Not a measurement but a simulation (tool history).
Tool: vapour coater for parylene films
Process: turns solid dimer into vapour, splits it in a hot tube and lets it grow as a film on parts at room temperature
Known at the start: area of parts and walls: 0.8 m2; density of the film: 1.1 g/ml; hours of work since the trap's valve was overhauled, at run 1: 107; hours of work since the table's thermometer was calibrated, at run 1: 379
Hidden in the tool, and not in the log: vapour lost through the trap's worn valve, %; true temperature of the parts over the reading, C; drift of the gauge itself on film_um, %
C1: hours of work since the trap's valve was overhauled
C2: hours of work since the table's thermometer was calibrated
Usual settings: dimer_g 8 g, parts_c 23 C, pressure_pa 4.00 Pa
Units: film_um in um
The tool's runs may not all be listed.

run 1 hour=0.0 | dimer_g=8 parts_c=23 pressure_pa=4.00 | C1=107 C2=379 | film_um=5.08
run 2 hour=22.9 | dimer_g=8 parts_c=23 pressure_pa=4.00 | C1=121 C2=394 | film_um=5.06
run 3 hour=39.7 | dimer_g=8 parts_c=23 pressure_pa=4.00 | C1=131 C2=404 | film_um=5.06
run 4 hour=54.5 | dimer_g=8 parts_c=23 pressure_pa=4.00 | C1=140 C2=413 | film_um=5.06
run 5 hour=74.7 | dimer_g=8 parts_c=23 pressure_pa=4.00 | C1=153 C2=425 | film_um=5.07
run 6 hour=99.2 | dimer_g=8 parts_c=23 pressure_pa=4.00 | C1=168 C2=441 | film_um=5.03
run 7 hour=115.6 | dimer_g=8 parts_c=23 pressure_pa=4.00 | C1=178 C2=451 | film_um=5.06
run 8 hour=140.4 | dimer_g=8 parts_c=23 pressure_pa=4.00 | C1=193 C2=466 | film_um=4.97
run 9 hour=160.6 | dimer_g=8 parts_c=23 pressure_pa=4.00 | C1=206 C2=478 | film_um=4.95
run 10 hour=176.7 | dimer_g=8 parts_c=23 pressure_pa=4.00 | C1=216 C2=488 | film_um=5.00
run 11 hour=190.9 | dimer_g=3 parts_c=23 pressure_pa=4.00 | C1=224 C2=497 | film_um=1.88
run 12 hour=214.3 | dimer_g=3 parts_c=23 pressure_pa=4.00 | C1=239 C2=511 | film_um=1.87
run 13 hour=234.5 | dimer_g=3 parts_c=23 pressure_pa=4.00 | C1=251 C2=524 | film_um=1.86
run 14 hour=260.1 | dimer_g=3 parts_c=23 pressure_pa=4.00 | C1=267 C2=540 | film_um=1.85
run 15 hour=273.3 | dimer_g=6 parts_c=33 pressure_pa=6.60 | C1=275 C2=548 | film_um=2.23
run 16 hour=299.3 | dimer_g=7 parts_c=24 pressure_pa=4.35 | C1=291 C2=564 | film_um=4.01
run 17 hour=327.7 | dimer_g=4 parts_c=23 pressure_pa=4.32 | C1=309 C2=581 | film_um=2.41
run 18 hour=348.0 | dimer_g=4 parts_c=21 pressure_pa=2.08 | C1=321 C2=594 | film_um=2.94
run 19 hour=361.1 | dimer_g=4 parts_c=21 pressure_pa=2.08 | C1=329 C2=602 | film_um=2.93
run 20 hour=377.2 | dimer_g=3 parts_c=15 pressure_pa=4.00 | C1=339 C2=612 | film_um=2.56
run 21 hour=402.3 | dimer_g=3 parts_c=26 pressure_pa=5.64 | C1=355 C2=627 | film_um=1.48
-- hour=424.7 trap's valve overhauled
run 22 hour=424.7 | dimer_g=11 parts_c=23 pressure_pa=11.62 | C1=0 C2=639 | film_um=6.13
run 23 hour=455.6 | dimer_g=11 parts_c=23 pressure_pa=11.62 | C1=19 C2=658 | film_um=6.18
run 24 hour=479.8 | dimer_g=11 parts_c=23 pressure_pa=11.62 | C1=34 C2=673 | film_um=6.14
run 25 hour=502.2 | dimer_g=11 parts_c=23 pressure_pa=11.62 | C1=48 C2=686 | film_um=6.16
run 26 hour=524.3 | dimer_g=11 parts_c=19 pressure_pa=8.00 | C1=61 C2=700 | film_um=7.67
run 27 hour=545.4 | dimer_g=6 parts_c=16 pressure_pa=8.00 | C1=74 C2=713 | film_um=4.70

Measured less the same run without the tool's hidden state. The same run-to-run variation is in both; the gauge's scatter may not be:
run=1 film_um=-0.10
run=2 film_um=-0.11
run=3 film_um=-0.13
run=4 film_um=-0.14
run=5 film_um=-0.16
run=6 film_um=-0.18
run=7 film_um=-0.19
run=8 film_um=-0.21
run=9 film_um=-0.23
run=10 film_um=-0.25
run=11 film_um=-0.09
run=12 film_um=-0.10
run=13 film_um=-0.11
run=14 film_um=-0.12
run=15 film_um=-0.14
run=16 film_um=-0.28
run=17 film_um=-0.18
run=18 film_um=-0.23
run=19 film_um=-0.24
run=20 film_um=-0.21
run=21 film_um=-0.13
run=22 film_um=+0.09
run=23 film_um=+0.06
run=24 film_um=+0.04
run=25 film_um=+0.03
run=26 film_um=+0.00
run=27 film_um=-0.02
